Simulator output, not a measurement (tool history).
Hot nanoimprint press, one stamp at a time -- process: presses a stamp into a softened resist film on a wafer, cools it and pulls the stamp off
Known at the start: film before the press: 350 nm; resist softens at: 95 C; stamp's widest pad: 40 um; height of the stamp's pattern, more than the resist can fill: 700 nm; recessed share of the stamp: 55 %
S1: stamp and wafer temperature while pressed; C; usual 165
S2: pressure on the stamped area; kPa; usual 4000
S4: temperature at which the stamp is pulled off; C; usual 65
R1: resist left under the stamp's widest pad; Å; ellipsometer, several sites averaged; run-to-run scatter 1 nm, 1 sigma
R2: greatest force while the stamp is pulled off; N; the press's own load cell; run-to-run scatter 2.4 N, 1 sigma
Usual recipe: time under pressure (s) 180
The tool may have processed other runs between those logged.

run 1 hour=0.0 | S1=165 S2=4000 time_under_pressure_(s)=180 S4=65 | R1=1412 R2=103
run 2 hour=15.2 | S1=165 S2=4000 time_under_pressure_(s)=180 S4=65 | R1=1415 R2=105
run 3 hour=31.2 | S1=165 S2=4000 time_under_pressure_(s)=180 S4=65 | R1=1409 R2=107
run 4 hour=50.5 | S1=165 S2=4000 time_under_pressure_(s)=180 S4=65 | R1=1405 R2=109
run 5 hour=68.1 | S1=165 S2=4000 time_under_pressure_(s)=353 S4=65 | R1=1062 R2=111
run 6 hour=85.8 | S1=165 S2=2650 time_under_pressure_(s)=180 S4=65 | R1=1677 R2=114
run 7 hour=106.2 | S1=165 S2=4000 time_under_pressure_(s)=180 S4=69 | R1=1395 R2=101
run 8 hour=129.8 | S1=165 S2=4000 time_under_pressure_(s)=287 S4=65 | R1=1175 R2=114
run 9 hour=141.5 | S1=165 S2=4000 time_under_pressure_(s)=287 S4=65 | R1=1143 R2=119
run 10 hour=153.6 | S1=165 S2=4000 time_under_pressure_(s)=287 S4=65 | R1=1154 R2=114
-- hour=158.6 plate thermocouple calibrated
run 11 hour=175.7 | S1=165 S2=4000 time_under_pressure_(s)=180 S4=65 | R1=1495 R2=119
run 12 hour=197.3 | S1=165 S2=4000 time_under_pressure_(s)=180 S4=65 | R1=1500 R2=119
run 13 hour=215.0 | S1=165 S2=4000 time_under_pressure_(s)=180 S4=65 | R1=1481 R2=121
run 14 hour=228.3 | S1=165 S2=4000 time_under_pressure_(s)=180 S4=65 | R1=1483 R2=129
run 15 hour=248.6 | S1=165 S2=4000 time_under_pressure_(s)=180 S4=65 | R1=1479 R2=128
run 16 hour=258.8 | S1=165 S2=4000 time_under_pressure_(s)=180 S4=63 | R1=1497 R2=136
run 17 hour=271.0 | S1=154 S2=3000 time_under_pressure_(s)=300 S4=58 | R1=2456 R2=148
run 18 hour=281.8 | S1=165 S2=4390 time_under_pressure_(s)=180 S4=65 | R1=1413 R2=128
run 19 hour=299.7 | S1=165 S2=5000 time_under_pressure_(s)=180 S4=65 | R1=1349 R2=126
-- hour=307.1 stamp cleaned and given a new release coat
run 20 hour=327.2 | S1=165 S2=5000 time_under_pressure_(s)=180 S4=65 | R1=1341 R2=109
run 21 hour=350.8 | S1=165 S2=5000 time_under_pressure_(s)=180 S4=65 | R1=1356 R2=107
run 22 hour=374.2 | S1=164 S2=4460 time_under_pressure_(s)=151 S4=71 | R1=1596 R2=97

What will run 23 give?
run 23 hour=385.0 | S1=174 S2=4000 time_under_pressure_(s)=142 S4=65 | R1=? R2=?

Logged for run 23: R1 982 Å, R2 111 N.
Minus the tool's unlogged condition, the same run would have read R1 990 Å, R2 105 N.
